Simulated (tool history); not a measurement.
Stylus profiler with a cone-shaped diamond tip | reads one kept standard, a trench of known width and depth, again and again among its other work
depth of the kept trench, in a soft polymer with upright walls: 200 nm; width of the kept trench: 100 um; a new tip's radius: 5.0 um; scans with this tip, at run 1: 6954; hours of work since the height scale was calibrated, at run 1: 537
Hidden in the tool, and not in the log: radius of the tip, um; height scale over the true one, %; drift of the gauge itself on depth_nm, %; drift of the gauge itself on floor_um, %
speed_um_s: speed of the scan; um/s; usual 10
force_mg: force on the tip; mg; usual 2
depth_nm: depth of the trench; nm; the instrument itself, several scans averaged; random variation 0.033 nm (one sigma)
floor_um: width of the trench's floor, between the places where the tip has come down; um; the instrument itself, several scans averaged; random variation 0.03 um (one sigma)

| run | hour | speed_um_s | force_mg | scans with this tip | hours of work since the height scale was calibrated | depth_nm | floor_um |
|---|---|---|---|---|---|---|---|
| 1 | 0 | 10 | 2 | 6954 | 537 | 202.34 | 96.68 |
| 2 | 69.4 | 36 | 2 | 7576 | 585 | 202.39 | 96.49 |
| 3 | 139.2 | 36 | 2 | 8201 | 633 | 202.29 | 96.45 |
| 4 | 212.2 | 36 | 2 | 8856 | 684 | 202.35 | 96.45 |
| 5 | 276.1 | 3 | 2 | 9428 | 728 | 202.26 | 96.6 |
| 6 | 348.8 | 3 | 2 | 10080 | 778 | 202.28 | 96.56 |
| 7 | 388.5 | 3 | 2 | 10436 | 806 | 202.28 | 96.53 |
| 8 | 433.5 | 3 | 2 | 10839 | 837 | 202.21 | 96.55 |
| 9 | 509.6 | 3 | 2 | 11521 | 889 | 202.24 | 96.53 |
| 10 | 582.6 | 3 | 2 | 12175 | 940 | 202.21 | 96.49 |
| 11 | 634.2 | 3 | 2 | 12638 | 976 | 202.12 | 96.45 |
| 12 | 716.9 | 10 | 2 | 13378 | 1033 | 202.14 | 96.38 |
| 13 | 775.6 | 10 | 0.84 | 13905 | 1073 | 200.99 | 96.3 |
| 14 | 817.1 | 10 | 0.84 | 14277 | 1102 | 200.99 | 96.26 |
| 15 | 888.5 | 10 | 2.52 | 14917 | 1152 | 202.54 | 96.3 |
| 16 | 935.3 | 10 | 2.52 | 15336 | 1184 | 202.49 | 96.27 |
| 17 | 1010 | 10 | 2.08 | 16005 | 1236 | 202.09 | 96.2 |
| 18 | 1084.4 | 10 | 2.08 | 16672 | 1287 | 202.04 | 96.17 |
| 19 | 1137.1 | 10 | 2 | 17145 | 1324 | 202.05 | 96.16 |
| 20 | 1202.5 | 10 | 2 | 17731 | 1369 | 201.99 | 96.14 |
| 21 | 1240.6 | 10 | 2 | 18072 | 1395 | 202 | 96.18 |
| 22 | 1280.1 | 10 | 0.68 | 18426 | 1422 | 200.65 | 96.12 |
| 23 | 1357.6 | 5 | 2 | 19120 | 1476 | 201.95 | 96.07 |
| 24 | 1433.3 | 2 | 3.65 | 19799 | 1528 | 203.21 | 96.14 |
| 25 | 1508.4 | 2 | 3.65 | 20473 | 1580 | 203.15 | 96.13 |
| 26 | 1574.8 | 2 | 3.65 | 21067 | 1626 | 203.19 | 96.05 |
| 27 | 1654.2 | 9 | 2.72 | 21779 | 1681 | 202.44 | 96.01 |
| 28 | 1717.7 | 25 | 1.29 | 22348 | 1725 | 201.17 | 95.81 |
|  | 1762.1 | height scale calibrated on a step standard |
| 29 | 1762.1 | 25 | 1.29 | 22742 | 0 | 201.97 | 95.84 |
| 30 | 1827.2 | 3 | 4.19 | 23325 | 45 | 204.18 | 95.92 |
| 31 | 1887.3 | 4 | 0.92 | 23864 | 87 | 201.47 | 95.92 |
| 32 | 1940.2 | 4 | 0.92 | 24337 | 123 | 201.44 | 95.89 |
| 33 | 2001 | 21 | 3.26 | 24882 | 165 | 203.51 | 95.73 |
| 34 | 2068.5 | 6 | 5.51 | 25487 | 212 | 204.97 | 95.93 |
| 35 | 2140.3 | 4 | 2 | 26131 | 262 | 202.47 | 95.83 |
| 36 | 2185.8 | 3 | 2 | 26538 | 293 | 202.42 | 95.81 |
| 37 | 2234.1 | 2 | 0.79 | 26972 | 327 | 201.22 | 95.81 |
| 38 | 2292.9 | 30 | 5.45 | 27498 | 367 | 204.91 | 95.68 |
| 39 | 2356.4 | 30 | 5.45 | 28067 | 411 | 204.92 | 95.64 |
| 40 | 2417 | 14 | 2.68 | 28611 | 453 | 202.92 | 95.68 |
| 41 | 2494.1 | 14 | 2.68 | 29301 | 506 | 202.91 | 95.58 |
| 42 | 2557.7 | 39 | 2 | 29871 | 550 | 202.34 | 95.47 |
| 43 | 2602.9 | 39 | 1.84 | 30276 | 582 | 202.2 | 95.39 |
| 44 | 2640.3 | 5 | 1.5 | 30611 | 608 | 201.86 | 95.66 |
| 45 | 2689.4 | 6 | 1.03 | 31052 | 642 | 201.34 | 95.58 |

Measured less the same run without the tool's hidden state. The same run-to-run variation is in both; the gauge's scatter may not be:
| run | depth_nm | floor_um |
|---|---|---|
| 1 | -0.23 | -0.44 |
| 2 | -0.24 | -0.47 |
| 3 | -0.26 | -0.5 |
| 4 | -0.28 | -0.54 |
| 5 | -0.3 | -0.57 |
| 6 | -0.33 | -0.61 |
| 7 | -0.33 | -0.62 |
| 8 | -0.34 | -0.64 |
| 9 | -0.37 | -0.68 |
| 10 | -0.39 | -0.71 |
| 11 | -0.4 | -0.73 |
| 12 | -0.42 | -0.77 |
| 13 | -0.44 | -0.8 |
| 14 | -0.45 | -0.82 |
| 15 | -0.47 | -0.85 |
| 16 | -0.48 | -0.86 |
| 17 | -0.5 | -0.89 |
| 18 | -0.53 | -0.92 |
| 19 | -0.54 | -0.95 |
| 20 | -0.56 | -0.98 |
| 21 | -0.57 | -0.99 |
| 22 | -0.58 | -1.01 |
| 23 | -0.61 | -1.05 |
| 24 | -0.62 | -1.07 |
| 25 | -0.65 | -1.11 |
| 26 | -0.66 | -1.13 |
| 27 | -0.69 | -1.16 |
| 28 | -0.7 | -1.18 |
| 29 | -0.01 | -1.2 |
| 30 | -0.03 | -1.23 |
| 31 | -0.05 | -1.25 |
| 32 | -0.06 | -1.28 |
| 33 | -0.08 | -1.29 |
| 34 | -0.1 | -1.32 |
| 35 | -0.12 | -1.35 |
| 36 | -0.13 | -1.36 |
| 37 | -0.14 | -1.38 |
| 38 | -0.16 | -1.4 |
| 39 | -0.18 | -1.42 |
| 40 | -0.2 | -1.45 |
| 41 | -0.21 | -1.47 |
| 42 | -0.23 | -1.5 |
| 43 | -0.24 | -1.52 |
| 44 | -0.26 | -1.52 |
| 45 | -0.27 | -1.54 |
